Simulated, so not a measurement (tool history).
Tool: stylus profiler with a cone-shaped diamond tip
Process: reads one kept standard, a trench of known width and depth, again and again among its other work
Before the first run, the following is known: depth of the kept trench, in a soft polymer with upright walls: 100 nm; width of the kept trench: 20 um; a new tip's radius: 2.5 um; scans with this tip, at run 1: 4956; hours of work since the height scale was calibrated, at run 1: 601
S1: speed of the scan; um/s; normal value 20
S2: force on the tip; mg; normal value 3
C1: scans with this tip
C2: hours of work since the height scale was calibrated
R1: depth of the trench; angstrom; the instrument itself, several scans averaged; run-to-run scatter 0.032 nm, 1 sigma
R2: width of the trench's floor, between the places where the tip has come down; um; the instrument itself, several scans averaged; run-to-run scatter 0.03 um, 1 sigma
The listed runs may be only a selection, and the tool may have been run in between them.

run	day	S1	S2	C1	C2	R1	R2
1	0	20	3	4956	601	1016.9	18.33
2	1.658	20	3	5219	633	1016.9	18.29
3	3.017	5	3	5433	659	1016.4	18.31
4	4.429	15	3	5657	686	1017	18.28
5	6.217	15	3	5939	721	1016.4	18.25
6	8.167	15	3	6247	758	1016.3	18.22
7	9.079	15	3	6391	776	1016	18.24
8	10.229	15	3	6573	798	1016.8	18.17
9	11.825	20	3	6825	828	1016.5	18.24
10	13.546	20	3	7097	861	1016.1	18.18
11	15.462	20	3	7400	898	1016.1	18.15
12	16.458	20	3	7558	917	1016	18.22
13	17.775	36	3	7765	942	1015.8	18.13
14	19.679	36	3	8067	979	1016	18.09
15	20.608	36	3	8214	997	1016.4	18.08
16	22.479	36	3	8509	1032	1016.3	18.06
17	23.325	36	3	8643	1049	1015.6	18.06
18	24.879	20	5.79	8888	1078	1025.8	18.15
19	26.838	28	4.41	9198	1116	1020.8	18.1
20	28.721	28	4.41	9495	1152	1020.5	18.12
21	29.721	16	6.04	9653	1171	1025.9	18.11
22	31.533	20	7.33	9940	1206	1030.9	18.15
23	33.533	80	3.87	10256	1244	1018.4	17.85
24	34.996	18	4.96	10487	1272	1022.3	18.11
25	36.779	20	1.7	10769	1307	1009.5	18.03
26	38.096	20	1.7	10977	1332	1009.1	18.07
27	40.088	7	2.86	11291	1370	1014.4	18.06
28	42.017	6	8.28	11597	1407	1032.8	18.11

Each row is a separate what-if for the run after 28, all from the same tool condition, not one after another. Results?
A	43.817	13	4.51	11881	1442	?	?
B	43.817	12	6.11	11881	1442	?	?
C	43.817	27	8.44	11881	1442	?	?

run	R1	R2
A	1020.7	18.1
B	1025.8	18.06
C	1032.9	18.04
Take away the tool's hidden state, keep each run's random variation, and the runs would have read:
run	R1	R2
A	1024.7	18.59
B	1029.9	18.56
C	1037	18.53
